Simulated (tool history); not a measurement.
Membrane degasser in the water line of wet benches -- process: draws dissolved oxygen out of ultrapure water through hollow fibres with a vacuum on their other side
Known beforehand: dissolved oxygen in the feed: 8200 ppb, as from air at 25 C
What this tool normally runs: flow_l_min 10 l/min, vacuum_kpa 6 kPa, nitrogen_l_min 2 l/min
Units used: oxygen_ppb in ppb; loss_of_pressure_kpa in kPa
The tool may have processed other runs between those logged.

Run 1, day 0: usual settings. Result: oxygen_ppb 55.7 ppb, loss_of_pressure_kpa 46.45 kPa.
Run 2, day 3.433: usual settings. Result: oxygen_ppb 55.9 ppb, loss_of_pressure_kpa 46.44 kPa.
Run 3, day 7.367: usual settings. Result: oxygen_ppb 56.8 ppb, loss_of_pressure_kpa 46.37 kPa.
Run 4, day 9.662: usual settings but flow_l_min 11 l/min. Result: oxygen_ppb 69 ppb, loss_of_pressure_kpa 51.05 kPa.
Run 5, day 13.104: usual settings but flow_l_min 11 l/min. Result: oxygen_ppb 68.2 ppb, loss_of_pressure_kpa 50.81 kPa.
Run 6, day 15.154: usual settings but flow_l_min 11 l/min. Result: oxygen_ppb 68 ppb, loss_of_pressure_kpa 51.17 kPa.
Run 7, day 16.846: usual settings but flow_l_min 11 l/min. Result: oxygen_ppb 69.5 ppb, loss_of_pressure_kpa 50.73 kPa.
Run 8, day 19.112: usual settings but flow_l_min 11 l/min. Result: oxygen_ppb 68.7 ppb, loss_of_pressure_kpa 51.47 kPa.
At day 19.538: seals of the vacuum lines changed.
Run 9, day 22.858: usual settings but flow_l_min 11 l/min. Result: oxygen_ppb 68.5 ppb, loss_of_pressure_kpa 51.26 kPa.
Run 10, day 25.404: usual settings but flow_l_min 8 l/min, vacuum_kpa 7.63 kPa, nitrogen_l_min 2.63 l/min. Result: oxygen_ppb 42.2 ppb, loss_of_pressure_kpa 37.59 kPa.
Run 11, day 27.004: usual settings but flow_l_min 6 l/min, vacuum_kpa 4.92 kPa, nitrogen_l_min 3.46 l/min. Result: oxygen_ppb 10.6 ppb, loss_of_pressure_kpa 27.58 kPa.

Consider 4 possible next runs. They are alternatives, not a sequence: every one starts from the tool as it was left by run 11. What does each give?
Run A, day 30.288: usual settings but flow_l_min 9 l/min, vacuum_kpa 14.53 kPa, nitrogen_l_min 3.46 l/min. Result: oxygen_ppb ?, loss_of_pressure_kpa ?.
Run B, day 30.288: usual settings but flow_l_min 11 l/min, vacuum_kpa 7.82 kPa, nitrogen_l_min 3.67 l/min. Result: oxygen_ppb ?, loss_of_pressure_kpa ?.
Run C, day 30.288: usual settings but flow_l_min 11 l/min. Result: oxygen_ppb ?, loss_of_pressure_kpa ?.
Run D, day 30.288: usual settings. Result: oxygen_ppb ?, loss_of_pressure_kpa ?.

run  oxygen_ppb  loss_of_pressure_kpa
  A        84.4                  42.1
  B        63.2                 51.35
  C        69.1                 51.42
  D          56                 46.86
Stripped of hidden state, with their random variation kept, the same runs would have yielded:
run  oxygen_ppb  loss_of_pressure_kpa
  A        80.5                 41.47
  B        57.6                 50.59
  C        60.8                 50.66
  D        48.9                 46.16
